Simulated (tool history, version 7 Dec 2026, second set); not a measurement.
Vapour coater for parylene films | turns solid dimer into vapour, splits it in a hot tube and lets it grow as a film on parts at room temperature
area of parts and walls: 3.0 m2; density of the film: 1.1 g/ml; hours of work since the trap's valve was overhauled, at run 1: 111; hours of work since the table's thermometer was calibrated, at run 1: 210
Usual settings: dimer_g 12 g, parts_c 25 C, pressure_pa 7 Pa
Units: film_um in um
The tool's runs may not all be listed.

run	hour	dimer_g	parts_c	pressure_pa	hours of work since the trap's valve was overhauled	hours of work since the table's thermometer was calibrated	film_um
1	0	12	25	7	111	210	1.8
2	14.4	12	25	7	117	216	1.75
3	27.8	12	25	7	123	222	1.77
4	38.6	12	25	9.03	127	227	1.67
5	46.6	21	25	7	131	230	3.08
6	57.8	6	25	7	135	235	0.89
7	69.1	12	25	2.31	140	240	2.24
8	84.4	12	25	2.31	147	246	2.24
9	99.7	12	25	2.31	153	253	2.23
10	115.6	12	25	7	160	260	1.74
11	130.2	12	25	2.95	167	266	2.08
12	141.8	19	25	7	172	271	2.77
13	153.6	19	25	7	177	276	2.76
14	167.9	19	25	7	183	282	2.75
15	175.4	22	25	7	186	285	3.2
16	182.8	22	25	4.14	189	289	3.58
17	192.9	21	25	7	194	293	3.05
18	205.3	13	25	7	199	298	1.88
19	221.3	13	25	3.45	206	305	2.17
20	229.2	13	25	3.45	209	309	2.2
21	237.5	13	25	3.45	213	312	2.2
22	252.4	21	25	7	219	319	3.02
23	264.5	21	25	7	224	324	3.01
24	279.9	12	25	4.5	231	330	1.89
25	286.8	6	25	5.96	234	333	0.88
26	301.3	16	33	7.2	240	340	1.55
27	315.6	21	25	7	246	346	3.01
28	326.3	13	23	3.93	251	350	2.32
29	334.2	6	31	3.93	254	354	0.73
30	350.7	16	30	3.88	261	361	2.03
31	360.3	7	17	3.79	265	365	1.67
32	370.1	7	34	2.27	270	369	0.83
33	380.6	7	34	2.27	274	374	0.84
34	397.2	7	34	2.27	281	381	0.83
35	404.5	22	25	4.74	284	384	3.4
36	417.9	19	26	5.1	290	390	2.73
37	431	15	30	5.4	296	395	1.77
38	445.7	15	30	5.4	302	402	1.77
39	458.9	14	26	10.67	308	407	1.73
40	466.1	14	26	10.67	311	411	1.69
41	476.9	8	24	2.75	316	415	1.47
42	488.4	8	34	7.67	321	420	0.74
43	495.6	8	34	7.67	324	423	0.7

The same runs without the tool's hidden state, with the same run-to-run variation:
The hidden state here: vapour lost through the trap's worn valve, %; true temperature of the parts over the reading, C; drift of the gauge itself on film_um, %.
run	film_um
1	1.85
2	1.8
3	1.82
4	1.73
5	3.19
6	0.92
7	2.32
8	2.32
9	2.32
10	1.81
11	2.17
12	2.89
13	2.89
14	2.88
15	3.34
16	3.75
17	3.19
18	1.97
19	2.28
20	2.32
21	2.32
22	3.19
23	3.18
24	2
25	0.93
26	1.64
27	3.2
28	2.46
29	0.78
30	2.17
31	1.79
32	0.89
33	0.89
34	0.88
35	3.64
36	2.93
37	1.9
38	1.91
39	1.86
40	1.83
41	1.58
42	0.8
43	0.76

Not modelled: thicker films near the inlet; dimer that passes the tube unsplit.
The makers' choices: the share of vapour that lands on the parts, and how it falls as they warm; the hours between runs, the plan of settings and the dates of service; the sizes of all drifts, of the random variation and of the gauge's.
